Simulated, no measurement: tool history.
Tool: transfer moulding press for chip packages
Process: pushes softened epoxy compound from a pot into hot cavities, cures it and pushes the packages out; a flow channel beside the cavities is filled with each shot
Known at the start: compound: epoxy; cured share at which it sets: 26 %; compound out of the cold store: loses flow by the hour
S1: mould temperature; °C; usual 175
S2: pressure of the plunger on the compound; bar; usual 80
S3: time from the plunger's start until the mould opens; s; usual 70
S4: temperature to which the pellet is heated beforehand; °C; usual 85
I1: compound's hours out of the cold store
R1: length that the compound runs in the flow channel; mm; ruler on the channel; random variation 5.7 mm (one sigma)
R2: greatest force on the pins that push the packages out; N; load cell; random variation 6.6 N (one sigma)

Run 1, hour 0: usual settings; I1 8.5. Result: R1 738 mm, R2 500 N.
At hour 18.9: cavities cleaned with cleaning compound and waxed.
Run 2, hour 20.9: usual settings; I1 43.3. Result: R1 587 mm, R2 291 N.
Run 3, hour 42.4: usual settings; I1 31. Result: R1 626 mm, R2 439 N.
At hour 60.5: cavities cleaned with cleaning compound and waxed.
Run 4, hour 66.7: usual settings but S2 78.5 bar; I1 45.4. Result: R1 563 mm, R2 337 N.
Run 5, hour 78.7: usual settings but S2 78.5 bar; I1 10.3. Result: R1 717 mm, R2 468 N.
Run 6, hour 92: usual settings but S2 78.5 bar; I1 18.5. Result: R1 665 mm, R2 528 N.
At hour 100.7: plunger's sealing rings changed.
At hour 104.7: cavities cleaned with cleaning compound and waxed.
Run 7, hour 114.4: usual settings but S2 78.5 bar; I1 15.4. Result: R1 740 mm, R2 398 N.
Run 8, hour 133.1: usual settings but S4 83 °C; I1 33.5. Result: R1 649 mm, R2 489 N.
At hour 145.7: cavities cleaned with cleaning compound and waxed.
Run 9, hour 148.3: usual settings but S4 83 °C; I1 19.9. Result: R1 730 mm, R2 327 N.
Run 10, hour 166.3: usual settings but S4 83 °C; I1 35. Result: R1 654 mm, R2 463 N.
At hour 187.7: cavities cleaned with cleaning compound and waxed.
Run 11, hour 189.1: usual settings but S3 59 s; I1 12.3. Result: R1 757 mm, R2 518 N.
Run 12, hour 204.6: usual settings but S3 108 s, S4 83 °C; I1 24.3. Result: R1 694 mm, R2 249 N.
At hour 228.7: cavities cleaned with cleaning compound and waxed.
Run 13, hour 233: usual settings but S1 180 °C, S2 76.2 bar, S3 86 s; I1 45.8. Result: R1 578 mm, R2 192 N.
At hour 237: mould's thermocouples calibrated.
Run 14, hour 252.2: usual settings but S1 180 °C, S2 76.2 bar, S3 86 s; I1 11.9. Result: R1 713 mm, R2 265 N.
At hour 272.1: cavities cleaned with cleaning compound and waxed.
Run 15, hour 274.3: usual settings but S1 180 °C, S2 76.2 bar, S3 86 s; I1 15.3. Result: R1 702 mm, R2 184 N.
Run 16, hour 297.6: usual settings but S1 182 °C, S2 61.3 bar, S4 78 °C; I1 39. Result: R1 521 mm, R2 315 N.
At hour 314.7: cavities cleaned with cleaning compound and waxed.
Run 17, hour 320.5: usual settings but S1 182 °C, S2 61.3 bar, S4 78 °C; I1 24.5. Result: R1 571 mm, R2 240 N.
At hour 335.8: mould's thermocouples calibrated, once more.
Run 18, hour 345.4: usual settings but S2 79.5 bar, S3 67 s, S4 82 °C; I1 8.5. Result: R1 741 mm, R2 588 N.
At hour 358.5: cavities cleaned with cleaning compound and waxed.
Run 19, hour 371.9: usual settings but S2 61.4 bar, S3 63 s; I1 39.7. Result: R1 542 mm, R2 484 N.
Run 20, hour 383.1: usual settings but S2 61.4 bar, S3 63 s; I1 45.7. Result: R1 513 mm, R2 559 N.
At hour 400.3: cavities cleaned with cleaning compound and waxed.
Run 21, hour 407.4: usual settings but S2 83.4 bar, S3 77 s; I1 34.2. Result: R1 641 mm, R2 266 N.

Some steps in R1 between neighbouring runs. How much of each would the tool show without its hidden state too (settings, what came in, random variation), and how much is left for the hidden state, with any gauge scatter that isn't in both results?
The hidden state here: true mould temperature over the reading, C; pressure that reaches the compound, % of what is set; grip of the stained cavities, % over clean ones'; drift of the gauge itself on flow_mm, %; drift of the gauge itself on push_out_n, %.
Run 4 -> 5: no setting changed, nothing entered. R1 +154 mm: hidden state -13, all else +167.
Run 6 -> 7: plunger's sealing rings changed, cavities cleaned with cleaning compound and waxed. R1 +75 mm: hidden state +49, all else +26.
Run 15 -> 16: S1 180 -> 182, S2 76.2 -> 61.3, S3 86 -> 70, S4 85 -> 78. R1 -181 mm: hidden state +1, all else -182.
Run 18 -> 19: S2 79.5 -> 61.4, S3 67 -> 63, S4 82 -> 85, cavities cleaned with cleaning compound and waxed. R1 -199 mm: hidden state +5, all else -204.
